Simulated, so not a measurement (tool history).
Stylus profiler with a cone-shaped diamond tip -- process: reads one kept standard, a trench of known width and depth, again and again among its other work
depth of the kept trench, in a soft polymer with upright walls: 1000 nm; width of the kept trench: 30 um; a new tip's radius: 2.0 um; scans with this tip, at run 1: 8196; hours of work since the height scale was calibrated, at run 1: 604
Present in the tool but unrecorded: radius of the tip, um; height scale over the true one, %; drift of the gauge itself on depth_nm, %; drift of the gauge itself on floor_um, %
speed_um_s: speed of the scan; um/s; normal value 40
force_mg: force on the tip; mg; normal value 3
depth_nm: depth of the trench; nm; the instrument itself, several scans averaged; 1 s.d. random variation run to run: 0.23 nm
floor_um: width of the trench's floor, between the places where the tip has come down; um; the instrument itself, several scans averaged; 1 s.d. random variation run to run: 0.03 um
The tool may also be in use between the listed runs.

run	day	speed_um_s	force_mg	scans with this tip	hours of work since the height scale was calibrated	depth_nm	floor_um
1	0	40	3	8196	604	1012.57	26.34
2	0.938	40	3	8435	622	1012.71	26.34
3	1.875	40	3	8674	639	1012.61	26.34
4	3.121	40	3	8992	663	1012.98	26.44
5	4.246	40	3	9279	684	1012.28	26.31
6	5.671	40	3	9643	711	1012.82	26.31
7	6.942	40	3	9966	735	1012.91	26.31
8	7.904	40	3	10213	753	1012.96	26.34
9	9.054	28	3	10506	774	1012.79	26.4
10	10.096	28	4.41	10771	794	1016.58	26.42
11	11.375	28	4.41	11097	818	1016.73	26.4
12	12.354	28	4.41	11347	836	1016.88	26.45
13	13.596	28	4.41	11664	860	1016.39	26.43
14	14.971	28	4.41	12014	886	1016.61	26.41
15	16.162	28	4.41	12319	908	1016.4	26.39
16	17.171	28	4.41	12576	927	1016.27	26.48
17	18.383	28	4.41	12885	950	1016.49	26.42
18	19.242	28	1.44	13104	966	1007.78	26.41
19	20.012	28	1.44	13301	980	1007.58	26.32
20	20.746	40	3	13487	994	1013.02	26.33
# day 21.138: height scale calibrated on a step standard
21	22.042	40	3	13812	17	1012.72	26.34
22	23.012	40	3	14061	35	1012.81	26.37
23	24.092	40	3	14336	56	1012.18	26.36
24	25.367	40	3	14661	79	1012.77	26.35
25	26.429	25	1.93	14932	99	1009.7	26.38
26	27.742	21	6.08	15266	124	1020.27	26.49
27	28.7	21	6.08	15511	142	1020.46	26.45
28	29.929	82	1.22	15824	165	1007.06	25.99
29	30.95	39	3	16085	184	1013.05	26.32
30	31.725	12	2.54	16283	199	1011.73	26.51
31	32.575	15	3.52	16499	215	1014.17	26.48
32	33.333	31	1.92	16692	229	1009.02	26.39
33	34.15	35	6.19	16901	245	1020.64	26.44
34	35.525	12	1.9	17252	271	1009.26	26.41
35	36.483	26	8.29	17496	289	1025.61	26.47
36	37.558	140	7.02	17770	309	1022.47	26.15
37	38.858	128	1.55	18102	333	1008.25	25.78
38	39.6	15	5.02	18291	347	1017.97	26.43
39	40.871	50	7.86	18616	371	1024.34	26.38
40	41.583	50	7.86	18797	384	1024.34	26.43
41	43.129	27	3.51	19191	413	1014.21	26.48
42	43.879	27	3.51	19383	428	1014.48	26.41
43	44.996	19	6.69	19667	449	1021.66	26.47
44	45.996	11	6.87	19923	467	1022.45	26.47
45	46.854	143	3.49	20142	484	1013.77	25.97
46	48.008	42	6.13	20436	505	1020.88	26.39
47	48.988	40	1.49	20685	524	1008.19	26.29

Forecast each of these 3 alternatives for the next run:
A	49.633	13	3	20850	536	?	?
B	49.633	28	1.46	20850	536	?	?
C	49.633	40	7.21	20850	536	?	?

run	depth_nm	floor_um
A	1012.49	26.49
B	1008.38	26.31
C	1023.22	26.42
With the hidden condition removed and each run's random variation left untouched, the same runs would have given:
run	depth_nm	floor_um
A	1012.48	26.5
B	1008.37	26.32
C	1023.21	26.43
